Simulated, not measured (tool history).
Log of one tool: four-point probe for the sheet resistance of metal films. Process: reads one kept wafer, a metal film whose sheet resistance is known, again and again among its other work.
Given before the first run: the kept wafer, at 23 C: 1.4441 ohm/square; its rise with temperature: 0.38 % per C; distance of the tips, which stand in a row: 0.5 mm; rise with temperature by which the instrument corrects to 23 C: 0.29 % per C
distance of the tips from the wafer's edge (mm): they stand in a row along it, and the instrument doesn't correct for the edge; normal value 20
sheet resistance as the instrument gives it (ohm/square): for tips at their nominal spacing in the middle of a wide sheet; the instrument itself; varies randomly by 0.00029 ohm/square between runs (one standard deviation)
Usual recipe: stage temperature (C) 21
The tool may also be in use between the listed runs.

run,hour,stage temperature (C),distance of the tips from the wafer's edge (mm),sheet resistance as the instrument gives it (ohm/square)
1,0.0,21,20,1.441450
2,11.7,21,38,1.440957
3,28.5,21,38,1.440955
4,41.0,19,20,1.438289
5,50.8,21,26,1.440433
6,66.1,21,26,1.440329
7,81.4,21,26,1.440502
8,90.6,23,30,1.442873
9,104.5,23,30,1.442601
10,115.1,19,27,1.438171

Each row is a separate what-if for the run after 10, all from the same tool condition, not one after another. Results?
A,128.9,26,6,?
B,128.9,24,8,?
C,128.9,22,5,?
D,128.9,22,5,?

run,sheet resistance as the instrument gives it (ohm/square)
A,1.452185
B,1.447287
C,1.448900
D,1.448934
Without the tool's unlogged condition, the same runs would have read:
run,sheet resistance as the instrument gives it (ohm/square)
A,1.453741
B,1.448848
C,1.450472
D,1.450506
